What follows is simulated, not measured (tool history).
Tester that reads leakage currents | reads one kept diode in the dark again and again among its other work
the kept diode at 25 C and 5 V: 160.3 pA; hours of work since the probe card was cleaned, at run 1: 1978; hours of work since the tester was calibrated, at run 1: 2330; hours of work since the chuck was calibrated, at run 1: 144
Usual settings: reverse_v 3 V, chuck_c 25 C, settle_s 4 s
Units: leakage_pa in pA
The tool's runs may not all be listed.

run	hour	reverse_v	chuck_c	settle_s	hours of work since the probe card was cleaned	hours of work since the tester was calibrated	hours of work since the chuck was calibrated	leakage_pa
1	0	3	25	4	1978	2330	144	136.03
2	169.7	3	25	4	2088	2440	254	135.17
3	352.7	3	25	4	2206	2558	372	134.67
4	509.1	3	25	4	2307	2659	473	133.41
5	698.4	3	25	4	2430	2781	595	133.4
6	887.3	3	37	4	2552	2904	718	318.34
7	1007.5	3	37	4.81	2630	2981	795	317.22
8	1198.4	3	37	4.81	2753	3105	919	314.13
# hour 1217: tester calibrated
# hour 1338: chuck's temperature calibrated
9	1370.6	3	37	4.81	2862	98	21	325.19
10	1474.3	3	25	1.57	2929	165	88	135.63
11	1669	3	25	1.57	3055	291	214	134.87
12	1831.1	3	25	4	3160	396	319	134
13	1957.4	3	25	4	3241	477	400	133.58
14	2096.9	15.65	25	4	3331	568	491	279.69
15	2212.8	15.65	25	4	3406	642	566	280.92
16	2335.7	15.65	25	4	3486	722	645	279.72
# hour 2353.1: probe card cleaned and baked
17	2478.4	4.38	25	4	81	812	735	159.33
18	2648.8	4.38	25	4	191	922	845	158.19
19	2754.5	3	25	4	259	991	914	133.35
# hour 2821.1: probe card cleaned and baked, once more
# hour 2898.7: chuck's temperature calibrated
20	2949.3	3	25	4	82	1113	33	130.53
21	3150.1	3	25	4	211	1243	163	130.45
22	3242.6	3	25	4	271	1303	222	129.14
23	3380.7	6.05	31	9.05	360	1392	312	268.63
24	3533.4	6.05	31	9.05	459	1491	410	265.84
25	3711.8	6.05	21	9.05	574	1606	526	124.03
26	3895.5	1.85	25	3.65	693	1725	644	104.15
27	4068.4	1.85	25	3.65	805	1837	756	104.11
28	4246.5	17.13	38	0.34	920	1952	871	672.97
29	4378	5.87	57	0.34	1005	2037	956	1543.12
# hour 4459.6: chuck's temperature calibrated
30	4491.9	6.93	43	4	1078	2109	21	703.75
31	4588.8	3	27	4	1140	2172	84	158.36
32	4766.2	2.78	45	0.96	1255	2287	198	555.04
33	4880.9	2.78	45	0.96	1329	2361	272	553.8
34	5050.1	3	22	0.36	1438	2470	382	108.53
35	5197.1	3	51	4	1533	2565	477	844.13
36	5386.5	3	51	4	1656	2688	599	835.16
37	5468.2	5.95	49	4	1709	2741	652	956.39
38	5614	2.18	22	1.05	1803	2835	746	91.91
39	5704.2	7.69	25	0.78	1861	2893	805	196.66

3 ways to go on from here, each from the tool as it stands after run 39. What would each give?
A	5887.9	7.69	25	2.05	1980	3012	923	?
B	5887.9	7.69	36	0.43	1980	3012	923	?
C	5887.9	3.49	25	0.78	1980	3012	923	?

run	leakage_pa
A	194.25
B	434.54
C	139.17
Without the tool's hidden state the same runs would have given:
run	leakage_pa
A	191.52
B	441.24
C	140.38
